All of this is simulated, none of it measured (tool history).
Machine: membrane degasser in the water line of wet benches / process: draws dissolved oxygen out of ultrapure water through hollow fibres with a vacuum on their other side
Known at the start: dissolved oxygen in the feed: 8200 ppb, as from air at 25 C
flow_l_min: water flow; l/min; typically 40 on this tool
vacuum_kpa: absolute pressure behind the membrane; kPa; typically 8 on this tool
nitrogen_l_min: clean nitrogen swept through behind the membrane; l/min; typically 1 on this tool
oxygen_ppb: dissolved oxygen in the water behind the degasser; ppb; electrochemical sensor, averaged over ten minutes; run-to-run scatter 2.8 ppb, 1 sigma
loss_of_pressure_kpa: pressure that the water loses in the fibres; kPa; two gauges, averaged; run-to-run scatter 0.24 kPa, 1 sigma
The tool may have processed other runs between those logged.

run,hour,flow_l_min,vacuum_kpa,nitrogen_l_min,oxygen_ppb,loss_of_pressure_kpa
1,0,40,8,1,375,60.83
2,152,40,8,1,372.9,61.01
3,249.1,40,8,1,373.5,61.26
4,402.7,40,8,1,376.2,60.71
5,493.2,40,8,0.42,683.9,61.02
6,661.6,40,8,0.42,680.6,60.71
7,808.1,40,8,1,371.9,60.84
8,887,40,8.69,1,422.7,61.18
# hour 960.6: seals of the vacuum lines changed
9,1013.6,40,8.69,1,427.1,60.88
10,1178.2,43,17.36,1.87,668.9,65.31
11,1334.2,43,17.36,1.87,666.2,64.84
12,1449.2,43,5.99,0.92,251.6,65.47
13,1517.8,26,5.99,1.06,145.5,39.52

Here are 3 independent what-if runs from the current tool condition. What would each one return?
A,1587.4,26,5.15,0.74,?,?
B,1587.4,27,15.57,1.15,?,?
C,1587.4,50,5.99,1.06,?,?

run,oxygen_ppb,loss_of_pressure_kpa
A,139.7,39.15
B,587.9,40.8
C,258.9,76
Stripped of hidden state, with their random variation kept, the same runs would have yielded:
run,oxygen_ppb,loss_of_pressure_kpa
A,139.3,39.48
B,587.6,41.15
C,258.4,76.65
